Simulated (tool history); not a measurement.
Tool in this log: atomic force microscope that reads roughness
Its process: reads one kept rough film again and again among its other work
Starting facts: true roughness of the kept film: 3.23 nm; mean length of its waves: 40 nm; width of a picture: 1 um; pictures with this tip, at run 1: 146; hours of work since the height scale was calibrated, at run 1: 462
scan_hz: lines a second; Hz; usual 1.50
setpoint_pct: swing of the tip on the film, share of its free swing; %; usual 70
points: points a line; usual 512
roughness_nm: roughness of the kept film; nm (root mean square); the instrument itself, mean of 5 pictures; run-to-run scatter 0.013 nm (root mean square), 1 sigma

run    hour  scan_hz  setpoint_pct  points  pictures with this tip  hours of work since the height scale was calibrated  roughness_nm
  1     0.0     1.50            70     512                     146                                                  462         2.708
  2    21.1     1.50            67     512                     165                                                  471         2.700
  3    36.8     1.50            67     512                     180                                                  477         2.679
  4    52.4     1.50            70     330                     194                                                  484         2.630
       60.0  -- new tip fitted
  5    74.7     1.50            70     330                      14                                                  493         2.934
  6   101.1     1.50            70     512                      38                                                  504         2.903
  7   116.5     0.58            70     512                      52                                                  510         2.973
  8   143.7     0.58            70     512                      78                                                  521         2.923
  9   170.9     0.58            70     512                     103                                                  533         2.876
 10   185.9     0.58            70     512                     117                                                  539         2.866
 11   212.6     0.58            70     512                     142                                                  550         2.794
 12   231.5     0.58            70     512                     159                                                  558         2.786
 13   249.1     0.58            70     512                     176                                                  565         2.754
      276.5  -- new tip fitted
 14   276.5     0.95            70     512                       0                                                  576         3.037
 15   287.8     0.95            70     512                      10                                                  581         2.995
 16   301.9     1.50            70     755                      23                                                  587         2.948
 17   323.3     1.50            70     755                      43                                                  596         2.887
 18   338.8     1.50            70     755                      57                                                  602         2.909
 19   364.0     1.50            70     755                      81                                                  612         2.840
 20   391.3     1.50            70     512                     106                                                  624         2.789
 21   415.8     1.50            67     512                     129                                                  634         2.770
 22   433.3     0.95            67     512                     145                                                  641         2.773
 23   450.7     0.95            67     512                     161                                                  648         2.729
 24   475.0     1.68            70     512                     184                                                  658         2.642
      495.3  -- new tip fitted
 25   495.3     1.68            70     512                       0                                                  667         2.976
 26   516.8     1.19            70     512                      20                                                  676         2.989
 27   542.8     1.19            70     512                      45                                                  686         2.930
 28   560.6     1.19            76     714                      61                                                  694         2.850
 29   579.8     1.19            76     714                      79                                                  702         2.826
 30   594.6     1.50            80     606                      93                                                  708         2.734
 31   622.8     0.68            89     778                     119                                                  719         2.737
 32   646.8     3.72            70     293                     141                                                  729         2.585
 33   673.0     0.55            70     614                     166                                                  740         2.770
 34   687.8     0.55            70     614                     179                                                  746         2.756
      711.6  -- new tip fitted
 35   715.5     0.55            70     614                       4                                                  758         3.063
 36   740.5     1.50            84     512                      27                                                  768         2.799
 37   756.6     2.08            78     491                      42                                                  775         2.760
 38   772.0     1.50            61     512                      56                                                  781         2.931
 39   794.4     1.50            76     512                      77                                                  790         2.780
 40   811.0     1.50            76     512                      92                                                  797         2.787
 41   832.2     1.50            76     512                     112                                                  806         2.729
 42   856.3     1.50            76     512                     134                                                  816         2.695
 43   876.8     1.50            76     512                     153                                                  824         2.678
 44   895.6     1.50            76     512                     171                                                  832         2.641
 45   913.8     1.50            76     512                     188                                                  840         2.622
      928.6  -- new tip fitted
 46   931.4     1.50            76     512                       3                                                  847         2.918
 47   954.8     1.50            76     512                      24                                                  857         2.869
 48   981.7     3.08            71     319                      50                                                  868         2.745
 49   995.5     2.48            84     839                      62                                                  873         2.608
 50  1014.9     2.31            67     512                      80                                                  881         2.808
 51  1039.1     2.27            87     344                     103                                                  891         2.528
 52  1065.7     0.65            70     512                     127                                                  903         2.820
 53  1083.7     1.32            70     998                     144                                                  910         2.774

Predict each of these 3 candidate next runs independently; none follows another, all start after run 53:
  A  1105.8     0.72            55     360                     165                                                  919             ?
  B  1105.8     1.82            63     327                     165                                                  919             ?
  C  1105.8     0.76            70     512                     165                                                  919             ?

run  roughness_nm
  A         2.789
  B         2.732
  C         2.736
The same runs, with their run-to-run variation unchanged, on a tool lacking any hidden condition would have given:
run  roughness_nm
  A         3.067
  B         3.004
  C         3.010
